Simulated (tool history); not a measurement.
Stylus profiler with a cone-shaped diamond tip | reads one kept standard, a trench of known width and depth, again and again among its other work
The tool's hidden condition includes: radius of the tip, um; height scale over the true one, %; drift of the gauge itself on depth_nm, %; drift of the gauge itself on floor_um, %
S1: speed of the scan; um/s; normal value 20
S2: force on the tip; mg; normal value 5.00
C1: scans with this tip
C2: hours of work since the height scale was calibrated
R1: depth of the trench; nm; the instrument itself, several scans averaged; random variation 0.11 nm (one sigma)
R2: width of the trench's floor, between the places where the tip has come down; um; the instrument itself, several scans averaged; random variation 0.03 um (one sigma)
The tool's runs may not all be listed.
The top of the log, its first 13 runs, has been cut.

run 14 hour=151.6 | S1=20 S2=12.30 | C1=5221 C2=371 | R1=210.66 R2=97.70
run 15 hour=164.9 | S1=18 S2=5.00 | C1=5369 C2=382 | R1=205.90 R2=97.65
run 16 hour=176.4 | S1=20 S2=5.00 | C1=5498 C2=391 | R1=205.83 R2=97.63
-- hour=178.1 height scale calibrated on a step standard
run 17 hour=184.3 | S1=20 S2=5.00 | C1=5581 C2=5 | R1=206.00 R2=97.67
run 18 hour=196.9 | S1=35 S2=5.00 | C1=5721 C2=15 | R1=206.09 R2=97.53
run 19 hour=208.4 | S1=35 S2=5.00 | C1=5851 C2=24 | R1=206.05 R2=97.55
run 20 hour=224.2 | S1=35 S2=5.00 | C1=6027 C2=37 | R1=206.19 R2=97.53
run 21 hour=231.5 | S1=6 S2=5.00 | C1=6108 C2=42 | R1=206.08 R2=97.68
run 22 hour=246.4 | S1=6 S2=4.70 | C1=6275 C2=54 | R1=205.79 R2=97.63
run 23 hour=260.9 | S1=29 S2=3.27 | C1=6437 C2=66 | R1=204.76 R2=97.52
run 24 hour=268.1 | S1=20 S2=9.12 | C1=6517 C2=72 | R1=208.75 R2=97.54
-- hour=276.0 height scale calibrated on a step standard, once more
run 25 hour=279.7 | S1=20 S2=1.77 | C1=6641 C2=3 | R1=202.53 R2=97.48
run 26 hour=294.9 | S1=20 S2=12.16 | C1=6811 C2=15 | R1=210.06 R2=97.59
run 27 hour=311.5 | S1=20 S2=7.61 | C1=6997 C2=28 | R1=207.10 R2=97.56
run 28 hour=327.4 | S1=58 S2=7.56 | C1=7175 C2=41 | R1=207.34 R2=97.39
run 29 hour=338.4 | S1=58 S2=7.56 | C1=7297 C2=50 | R1=207.28 R2=97.44
run 30 hour=352.5 | S1=58 S2=7.56 | C1=7456 C2=61 | R1=207.23 R2=97.39
run 31 hour=359.8 | S1=7 S2=3.67 | C1=7537 C2=67 | R1=204.44 R2=97.52
run 32 hour=368.3 | S1=13 S2=2.38 | C1=7631 C2=73 | R1=203.46 R2=97.47
run 33 hour=383.5 | S1=13 S2=2.38 | C1=7801 C2=85 | R1=203.47 R2=97.45

Predict the results of run 34:
run 34 hour=392.6 | S1=19 S2=2.76 | C1=7904 C2=93 | R1=? R2=?

{"run 34": {"R1": 203.67, "R2": 97.41}}
On a tool with no hidden condition, and with the same random variation, this run would have come out at R1 203.59 nm, R2 98.15 um.

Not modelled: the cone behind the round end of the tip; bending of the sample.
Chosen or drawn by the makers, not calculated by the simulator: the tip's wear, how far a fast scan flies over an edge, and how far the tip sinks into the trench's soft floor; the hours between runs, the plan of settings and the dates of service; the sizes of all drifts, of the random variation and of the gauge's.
